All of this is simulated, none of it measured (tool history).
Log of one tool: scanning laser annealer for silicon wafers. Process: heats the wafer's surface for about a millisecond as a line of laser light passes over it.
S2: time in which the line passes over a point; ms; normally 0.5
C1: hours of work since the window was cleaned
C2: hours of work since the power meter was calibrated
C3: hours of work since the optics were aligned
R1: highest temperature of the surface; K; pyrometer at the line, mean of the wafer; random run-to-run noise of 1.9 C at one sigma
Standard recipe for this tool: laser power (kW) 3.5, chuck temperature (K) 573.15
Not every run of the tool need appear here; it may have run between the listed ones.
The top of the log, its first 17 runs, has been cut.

run 18 day=38.871 | laser_power_(kW)=3.227 S2=0.5 chuck_temperature_(K)=576.15 | C1=266 C2=1140 C3=202 | R1=1313.15
run 19 day=42.112 | laser_power_(kW)=3.096 S2=0.5 chuck_temperature_(K)=607.15 | C1=298 C2=1173 C3=234 | R1=1306.15
run 20 day=45.346 | laser_power_(kW)=3.096 S2=0.5 chuck_temperature_(K)=607.15 | C1=331 C2=1205 C3=266 | R1=1303.15
run 21 day=48.733 | laser_power_(kW)=3.431 S2=0.486 chuck_temperature_(K)=589.15 | C1=365 C2=1239 C3=300 | R1=1383.15
-- day=51.896 window over the wafer cleaned
run 22 day=52.267 | laser_power_(kW)=3.431 S2=0.486 chuck_temperature_(K)=589.15 | C1=4 C2=1273 C3=335 | R1=1381.15
run 23 day=55.629 | laser_power_(kW)=3.562 S2=0.486 chuck_temperature_(K)=589.15 | C1=37 C2=1307 C3=368 | R1=1421.15
run 24 day=57.558 | laser_power_(kW)=3.562 S2=0.486 chuck_temperature_(K)=589.15 | C1=57 C2=1326 C3=388 | R1=1422.15
run 25 day=60.379 | laser_power_(kW)=3.805 S2=0.5 chuck_temperature_(K)=573.15 | C1=85 C2=1354 C3=416 | R1=1491.15
run 26 day=62.267 | laser_power_(kW)=3.805 S2=0.5 chuck_temperature_(K)=573.15 | C1=104 C2=1373 C3=435 | R1=1496.15
run 27 day=64.992 | laser_power_(kW)=3.805 S2=0.5 chuck_temperature_(K)=573.15 | C1=131 C2=1400 C3=462 | R1=1489.15
run 28 day=66.917 | laser_power_(kW)=3.335 S2=0.5 chuck_temperature_(K)=548.15 | C1=150 C2=1419 C3=481 | R1=1321.15
run 29 day=69.971 | laser_power_(kW)=3.487 S2=0.539 chuck_temperature_(K)=586.15 | C1=181 C2=1450 C3=512 | R1=1433.15
run 30 day=71.792 | laser_power_(kW)=3.487 S2=0.539 chuck_temperature_(K)=586.15 | C1=199 C2=1468 C3=530 | R1=1438.15
run 31 day=74.096 | laser_power_(kW)=3.54 S2=0.5 chuck_temperature_(K)=573.15 | C1=222 C2=1491 C3=553 | R1=1411.15

Here are 3 independent what-if runs from the current tool condition. What would each one return?
run A day=77.575 | laser_power_(kW)=3.5 S2=0.428 chuck_temperature_(K)=542.15 | C1=256 C2=1526 C3=587 | R1=?
run B day=77.575 | laser_power_(kW)=3.167 S2=0.5 chuck_temperature_(K)=573.15 | C1=256 C2=1526 C3=587 | R1=?
run C day=77.575 | laser_power_(kW)=3.54 S2=0.571 chuck_temperature_(K)=573.15 | C1=256 C2=1526 C3=587 | R1=?

run=A R1=1305.15
run=B R1=1293.15
run=C R1=1464.15
Stripped of hidden state, with their random variation kept, the same runs would have yielded:
run=A R1=1306.15
run=B R1=1293.15
run=C R1=1465.15
